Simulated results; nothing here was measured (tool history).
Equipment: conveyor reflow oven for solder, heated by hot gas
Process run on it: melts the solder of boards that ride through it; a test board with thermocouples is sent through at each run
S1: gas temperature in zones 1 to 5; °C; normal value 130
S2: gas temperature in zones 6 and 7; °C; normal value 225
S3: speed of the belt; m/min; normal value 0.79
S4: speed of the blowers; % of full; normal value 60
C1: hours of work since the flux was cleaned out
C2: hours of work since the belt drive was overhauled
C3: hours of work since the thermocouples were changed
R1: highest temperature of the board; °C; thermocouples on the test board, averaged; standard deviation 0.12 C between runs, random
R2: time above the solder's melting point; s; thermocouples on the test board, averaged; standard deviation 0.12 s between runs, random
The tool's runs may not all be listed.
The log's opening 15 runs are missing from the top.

run	day	S1	S2	S3	S4	C1	C2	C3	R1	R2
16	9.329	130	225	0.633	76	90	716	791	216.5	55.7
17	10.117	124	230	0.819	63	104	729	805	207.9	33.3
18	10.688	116	236	0.848	83	114	739	815	216.4	36.9
19	11.521	142	236	0.848	83	128	754	829	220.9	45.5
20	12.375	142	236	0.702	83	143	768	844	226.4	59
21	13.238	126	225	0.811	60	157	783	858	203.5	30
22	13.946	129	225	0.703	50	169	795	870	205.7	38.3
23	14.617	129	225	0.703	50	181	807	882	205.9	38.6
24	15.125	138	230	0.844	57	190	815	891	207.7	34.7
25	15.529	128	236	0.79	60	197	822	898	213.8	40.3
26	16.088	129	236	0.79	57	206	832	907	212.9	39.7
27	16.671	129	236	0.79	57	216	842	917	212.9	39.8
28	17.108	129	236	0.79	57	224	849	925	212.8	39.5
29	17.812	129	236	0.79	57	236	861	937	213	39.5
# day 18.279: flux residue cleaned out of gas plates and filters
30	18.667	129	236	0.79	57	7	872	948	214.3	40.5
31	19.538	129	237	0.657	55	22	887	963	221.2	55.3

Below are 3 alternative next runs, each starting from the tool's condition after run 31. Predict each:
A	19.925	129	237	0.642	55	28	894	969	?	?
B	19.925	142	235	0.79	60	28	894	969	?	?
C	19.925	130	225	0.657	53	28	894	969	?	?

run	R1	R2
A	222.3	57.2
B	217.2	46.5
C	210.4	46.9
With no hidden state in the tool, these same runs would have given:
run	R1	R2
A	219.4	54.6
B	214.6	44.2
C	207.6	43.7

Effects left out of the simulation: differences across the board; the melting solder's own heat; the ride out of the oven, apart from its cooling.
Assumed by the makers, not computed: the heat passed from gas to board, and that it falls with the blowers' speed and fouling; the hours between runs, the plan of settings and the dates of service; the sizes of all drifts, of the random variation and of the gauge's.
